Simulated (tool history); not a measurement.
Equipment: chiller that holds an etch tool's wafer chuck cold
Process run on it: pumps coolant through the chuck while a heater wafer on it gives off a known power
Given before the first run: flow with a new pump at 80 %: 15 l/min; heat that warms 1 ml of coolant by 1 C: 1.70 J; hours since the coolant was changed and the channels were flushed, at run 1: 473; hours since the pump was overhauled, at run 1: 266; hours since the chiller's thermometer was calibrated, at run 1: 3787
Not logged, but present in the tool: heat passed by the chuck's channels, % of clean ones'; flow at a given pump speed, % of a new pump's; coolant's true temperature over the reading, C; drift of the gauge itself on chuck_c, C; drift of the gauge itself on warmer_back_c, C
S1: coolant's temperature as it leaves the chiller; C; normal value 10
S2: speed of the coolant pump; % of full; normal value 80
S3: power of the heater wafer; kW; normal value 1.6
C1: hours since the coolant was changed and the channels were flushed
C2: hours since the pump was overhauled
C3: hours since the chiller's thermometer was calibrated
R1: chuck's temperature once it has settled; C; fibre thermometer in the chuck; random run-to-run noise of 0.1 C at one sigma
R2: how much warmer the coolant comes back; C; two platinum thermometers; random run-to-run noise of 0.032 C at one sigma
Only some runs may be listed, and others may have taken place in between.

Run 1, hour 0: usual settings; C1 473; C2 266; C3 3787. Result: R1 24 C, R2 3.76 C.
Run 2, hour 64.7: usual settings but S3 1.118 kW; C1 538; C2 330; C3 3852. Result: R1 19.5 C, R2 2.69 C.
Run 3, hour 192.4: usual settings but S3 1.129 kW; C1 665; C2 458; C3 3980. Result: R1 19.7 C, R2 2.7 C.
Run 4, hour 298.3: usual settings; C1 771; C2 564; C3 4085. Result: R1 24.2 C, R2 3.81 C.
Run 5, hour 369.1: usual settings; C1 842; C2 635; C3 4156. Result: R1 24.3 C, R2 3.85 C.
Run 6, hour 459.2: usual settings; C1 932; C2 725; C3 4246. Result: R1 24.2 C, R2 3.81 C.
Run 7, hour 530.5: usual settings; C1 1003; C2 796; C3 4318. Result: R1 24.2 C, R2 3.84 C.
Run 8, hour 675.1: usual settings but S3 1.672 kW; C1 1148; C2 941; C3 4462. Result: R1 24.9 C, R2 3.92 C.
Run 9, hour 819.4: usual settings but S1 12 C, S2 93 % of full; C1 1292; C2 1085; C3 4607. Result: R1 24.6 C, R2 3.3 C.
Run 10, hour 969.4: usual settings but S1 12 C, S2 93 % of full; C1 1442; C2 1235; C3 4757. Result: R1 24.7 C, R2 3.33 C.
Run 11, hour 1040.2: usual settings but S2 94 % of full; C1 1513; C2 1306; C3 4827. Result: R1 22.8 C, R2 3.27 C.
Run 12, hour 1120.9: usual settings but S1 19 C, S2 61 % of full, S3 1.067 kW; C1 1594; C2 1387; C3 4908. Result: R1 30.7 C, R2 3.35 C.
Run 13, hour 1212.3: usual settings but S1 2 C, S2 95 % of full, S3 1.591 kW; C1 1685; C2 1478; C3 4999. Result: R1 14.6 C, R2 3.24 C.
Run 14, hour 1289.6: usual settings but S1 18 C, S3 1.591 kW; C1 1762; C2 1555; C3 5077. Result: R1 32.4 C, R2 3.87 C.
Run 15, hour 1368: usual settings but S1 18 C, S3 1.591 kW; C1 1841; C2 1634; C3 5155. Result: R1 32.4 C, R2 3.85 C.

Predict each of these 4 candidate next runs independently; none follows another, all start after run 15:
At hour 1427.9: chiller's thermometer calibrated.
Run A, hour 1471: usual settings but S1 18 C, S3 2.326 kW; C1 1943; C2 1736; C3 43. Result: R1 ?, R2 ?.
At hour 1427.9: chiller's thermometer calibrated.
Run B, hour 1471: usual settings but S1 13 C, S2 98 % of full, S3 1.011 kW; C1 1943; C2 1736; C3 43. Result: R1 ?, R2 ?.
At hour 1427.9: chiller's thermometer calibrated.
Run C, hour 1471: usual settings but S1 1 C, S2 67 % of full, S3 2.216 kW; C1 1943; C2 1736; C3 43. Result: R1 ?, R2 ?.
At hour 1427.9: chiller's thermometer calibrated.
Run D, hour 1471: usual settings but S1 13 C, S2 74 % of full, S3 1.28 kW; C1 1943; C2 1736; C3 43. Result: R1 ?, R2 ?.

run    R1    R2
  A  40.6  5.59
  B  21.5  2.05
  C  25.5  6.42
  D  26.2  3.35
What these runs would have given with no unlogged condition in the tool:
run    R1    R2
  A  39.2  5.46
  B  20.8     2
  C  23.9  6.27
  D  25.3  3.27
